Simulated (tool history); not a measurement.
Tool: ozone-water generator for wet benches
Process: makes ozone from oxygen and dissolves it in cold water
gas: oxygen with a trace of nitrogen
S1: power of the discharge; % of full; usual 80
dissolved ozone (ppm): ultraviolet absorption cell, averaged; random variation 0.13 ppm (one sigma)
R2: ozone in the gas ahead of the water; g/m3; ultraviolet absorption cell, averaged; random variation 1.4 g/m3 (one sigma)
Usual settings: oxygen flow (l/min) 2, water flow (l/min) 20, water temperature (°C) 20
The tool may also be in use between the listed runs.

{"run": 1, "hour": 0.0, "S1": 80, "oxygen flow (l/min)": 2, "water flow (l/min)": 20, "water temperature (°C)": 20, "dissolved ozone (ppm)": 14.5, "R2": 257.7}
{"run": 2, "hour": 31.3, "S1": 80, "oxygen flow (l/min)": 2.24, "water flow (l/min)": 20, "water temperature (°C)": 20, "dissolved ozone (ppm)": 15, "R2": 245.5}
{"run": 3, "hour": 75.7, "S1": 80, "oxygen flow (l/min)": 2.24, "water flow (l/min)": 20, "water temperature (°C)": 20, "dissolved ozone (ppm)": 15.1, "R2": 247.4}
{"run": 4, "hour": 114.7, "S1": 80, "oxygen flow (l/min)": 2, "water flow (l/min)": 20, "water temperature (°C)": 20, "dissolved ozone (ppm)": 14.5, "R2": 256.6}
{"run": 5, "hour": 179.9, "S1": 80, "oxygen flow (l/min)": 2, "water flow (l/min)": 20, "water temperature (°C)": 20, "dissolved ozone (ppm)": 14.4, "R2": 256.7}
{"run": 6, "hour": 244.6, "S1": 80, "oxygen flow (l/min)": 2, "water flow (l/min)": 20, "water temperature (°C)": 20, "dissolved ozone (ppm)": 14.6, "R2": 257.7}
{"run": 7, "hour": 275.0, "S1": 80, "oxygen flow (l/min)": 2, "water flow (l/min)": 20, "water temperature (°C)": 20, "dissolved ozone (ppm)": 14.5, "R2": 257.9}
{"run": 8, "hour": 306.4, "S1": 80, "oxygen flow (l/min)": 2, "water flow (l/min)": 20, "water temperature (°C)": 16, "dissolved ozone (ppm)": 14.7, "R2": 260.5}
{"run": 9, "hour": 348.1, "S1": 80, "oxygen flow (l/min)": 2, "water flow (l/min)": 20, "water temperature (°C)": 16, "dissolved ozone (ppm)": 14.9, "R2": 255.5}
{"run": 10, "hour": 408.5, "S1": 80, "oxygen flow (l/min)": 2, "water flow (l/min)": 20, "water temperature (°C)": 16, "dissolved ozone (ppm)": 15, "R2": 261.1}
{"run": 11, "hour": 447.6, "S1": 80, "oxygen flow (l/min)": 2, "water flow (l/min)": 20, "water temperature (°C)": 16, "dissolved ozone (ppm)": 14.8, "R2": 259.8}
{"run": 12, "hour": 499.4, "S1": 80, "oxygen flow (l/min)": 2, "water flow (l/min)": 29, "water temperature (°C)": 20, "dissolved ozone (ppm)": 9.5, "R2": 259.7}
{"run": 13, "hour": 531.0, "S1": 80, "oxygen flow (l/min)": 2, "water flow (l/min)": 20, "water temperature (°C)": 26, "dissolved ozone (ppm)": 13.6, "R2": 260.7}
{"run": 14, "hour": 559.6, "S1": 72, "oxygen flow (l/min)": 2, "water flow (l/min)": 20, "water temperature (°C)": 20, "dissolved ozone (ppm)": 13.2, "R2": 243.8}
{"run": 15, "hour": 604.6, "S1": 80, "oxygen flow (l/min)": 1.31, "water flow (l/min)": 20, "water temperature (°C)": 16, "dissolved ozone (ppm)": 12.5, "R2": 309.4}
{"run": 16, "hour": 639.7, "S1": 80, "oxygen flow (l/min)": 1.1, "water flow (l/min)": 20, "water temperature (°C)": 26, "dissolved ozone (ppm)": 11.1, "R2": 330.6}
{"run": 17, "hour": 707.8, "S1": 80, "oxygen flow (l/min)": 1.1, "water flow (l/min)": 20, "water temperature (°C)": 26, "dissolved ozone (ppm)": 11, "R2": 331.5}
{"run": 18, "hour": 743.1, "S1": 94, "oxygen flow (l/min)": 1.07, "water flow (l/min)": 16, "water temperature (°C)": 14, "dissolved ozone (ppm)": 17, "R2": 376.4}
{"run": 19, "hour": 801.9, "S1": 71, "oxygen flow (l/min)": 1.07, "water flow (l/min)": 15, "water temperature (°C)": 17, "dissolved ozone (ppm)": 14.5, "R2": 307.1}
{"hour": 810.1, "done": "gauge calibrated"}
{"run": 20, "hour": 862.7, "S1": 80, "oxygen flow (l/min)": 3.19, "water flow (l/min)": 20, "water temperature (°C)": 17, "dissolved ozone (ppm)": 17.3, "R2": 212.5}
{"run": 21, "hour": 926.9, "S1": 46, "oxygen flow (l/min)": 3.19, "water flow (l/min)": 13, "water temperature (°C)": 17, "dissolved ozone (ppm)": 17.2, "R2": 145}
{"run": 22, "hour": 976.3, "S1": 59, "oxygen flow (l/min)": 2, "water flow (l/min)": 12, "water temperature (°C)": 20, "dissolved ozone (ppm)": 19.2, "R2": 206.6}
{"run": 23, "hour": 1016.4, "S1": 59, "oxygen flow (l/min)": 2, "water flow (l/min)": 12, "water temperature (°C)": 20, "dissolved ozone (ppm)": 19.2, "R2": 206.3}
{"run": 24, "hour": 1049.3, "S1": 57, "oxygen flow (l/min)": 1.22, "water flow (l/min)": 21, "water temperature (°C)": 17, "dissolved ozone (ppm)": 9, "R2": 247.6}
{"run": 25, "hour": 1084.8, "S1": 57, "oxygen flow (l/min)": 1.22, "water flow (l/min)": 21, "water temperature (°C)": 17, "dissolved ozone (ppm)": 8.9, "R2": 246.3}

Measured less the same run without the tool's hidden state. The same run-to-run variation is in both; the gauge's scatter may not be:
The hidden state here: yield of the discharge, % of new electrodes'; contactor's efficiency, % of a clean one's; true water temperature over the reading, C; drift of the gauge itself on ozone_ppm, %; drift of the gauge itself on gas_g_m3, %.
run=1 R2=-0.1
run=2 R2=+0.2
run=3 R2=+0.5
run=4 R2=+1
run=5 R2=+1.5
run=6 R2=+2.1
run=7 R2=+2.4
run=8 R2=+2.7
run=9 R2=+3
run=10 R2=+3.6
run=11 R2=+3.9
run=12 R2=+4.4
run=13 R2=+4.6
run=14 R2=+4.6
run=15 R2=+6.3
run=16 R2=+7.1
run=17 R2=+7.9
run=18 R2=+9.4
run=19 R2=+8.3
run=20 R2=+0.2
run=21 R2=+0.5
run=22 R2=+1.1
run=23 R2=+1.4
run=24 R2=+1.9
run=25 R2=+2.3
dissolved ozone (ppm): within 0.1 of the measured result in every run.
